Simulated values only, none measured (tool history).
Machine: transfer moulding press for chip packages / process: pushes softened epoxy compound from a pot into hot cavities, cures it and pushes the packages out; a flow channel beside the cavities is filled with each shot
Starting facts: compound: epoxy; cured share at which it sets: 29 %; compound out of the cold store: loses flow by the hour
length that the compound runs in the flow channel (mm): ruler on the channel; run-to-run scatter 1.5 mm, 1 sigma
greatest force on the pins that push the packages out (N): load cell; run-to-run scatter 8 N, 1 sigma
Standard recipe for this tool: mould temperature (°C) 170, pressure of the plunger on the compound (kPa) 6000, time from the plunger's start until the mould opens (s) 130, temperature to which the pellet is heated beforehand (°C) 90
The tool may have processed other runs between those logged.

| run | hour | mould temperature (°C) | pressure of the plunger on the compound (kPa) | time from the plunger's start until the mould opens (s) | temperature to which the pellet is heated beforehand (°C) | incoming compound's hours out of the cold store | length that the compound runs in the flow channel (mm) | greatest force on the pins that push the packages out (N) |
|---|---|---|---|---|---|---|---|---|
| 1 | 0.0 | 170 | 6000 | 130 | 90 | 17.6 | 670 | 632 |
| 2 | 6.0 | 170 | 6000 | 130 | 90 | 46.8 | 580 | 610 |
|  | 12.2 | cavities cleaned with cleaning compound and waxed |
| 3 | 14.5 | 170 | 6000 | 130 | 90 | 14.2 | 673 | 366 |
| 4 | 24.9 | 170 | 6000 | 130 | 90 | 47.6 | 578 | 404 |
| 5 | 32.7 | 171 | 6000 | 130 | 90 | 8.2 | 694 | 451 |
| 6 | 37.5 | 171 | 6000 | 130 | 90 | 18.2 | 656 | 459 |
| 7 | 47.2 | 171 | 6000 | 130 | 90 | 36.1 | 605 | 465 |
| 8 | 57.5 | 170 | 6000 | 130 | 90 | 18.8 | 657 | 537 |
| 9 | 63.8 | 170 | 6000 | 156 | 90 | 11.0 | 682 | 501 |
| 10 | 73.5 | 170 | 6000 | 156 | 90 | 47.4 | 573 | 528 |
| 11 | 84.4 | 170 | 6000 | 130 | 90 | 22.3 | 643 | 572 |
| 12 | 92.1 | 170 | 6000 | 130 | 90 | 25.0 | 635 | 597 |
| 13 | 100.1 | 170 | 6000 | 130 | 90 | 19.5 | 654 | 626 |
| 14 | 105.5 | 170 | 6000 | 130 | 90 | 30.2 | 616 | 587 |
| 15 | 115.3 | 170 | 6000 | 130 | 90 | 25.6 | 634 | 630 |
| 16 | 124.0 | 170 | 6000 | 122 | 91 | 34.1 | 605 | 666 |
|  | 126.6 | mould's thermocouples calibrated |
|  | 130.0 | cavities cleaned with cleaning compound and waxed |
| 17 | 135.8 | 173 | 5990 | 148 | 83 | 16.0 | 650 | 360 |
| 18 | 146.8 | 169 | 5990 | 148 | 83 | 17.8 | 658 | 422 |
| 19 | 157.0 | 168 | 5800 | 114 | 90 | 29.0 | 617 | 590 |
| 20 | 164.7 | 168 | 5500 | 150 | 80 | 34.9 | 584 | 476 |
| 21 | 171.0 | 176 | 7420 | 113 | 85 | 27.6 | 673 | 491 |
| 22 | 177.2 | 176 | 5280 | 128 | 85 | 36.1 | 549 | 470 |
| 23 | 187.6 | 176 | 4760 | 120 | 85 | 33.2 | 526 | 521 |

Run 24, settings as shown, results not yet in. Your forecast:
|  | 191.8 | mould's thermocouples calibrated, once more |
| 24 | 194.3 | 178 | 5100 | 113 | 88 | 30.3 | ? | ? |

{"run 24": {"length that the compound runs in the flow channel (mm)": 543, "greatest force on the pins that push the packages out (N)": 522}}
Without the tool's hidden state the same run would have given length that the compound runs in the flow channel (mm) 566, greatest force on the pins that push the packages out (N) 335.

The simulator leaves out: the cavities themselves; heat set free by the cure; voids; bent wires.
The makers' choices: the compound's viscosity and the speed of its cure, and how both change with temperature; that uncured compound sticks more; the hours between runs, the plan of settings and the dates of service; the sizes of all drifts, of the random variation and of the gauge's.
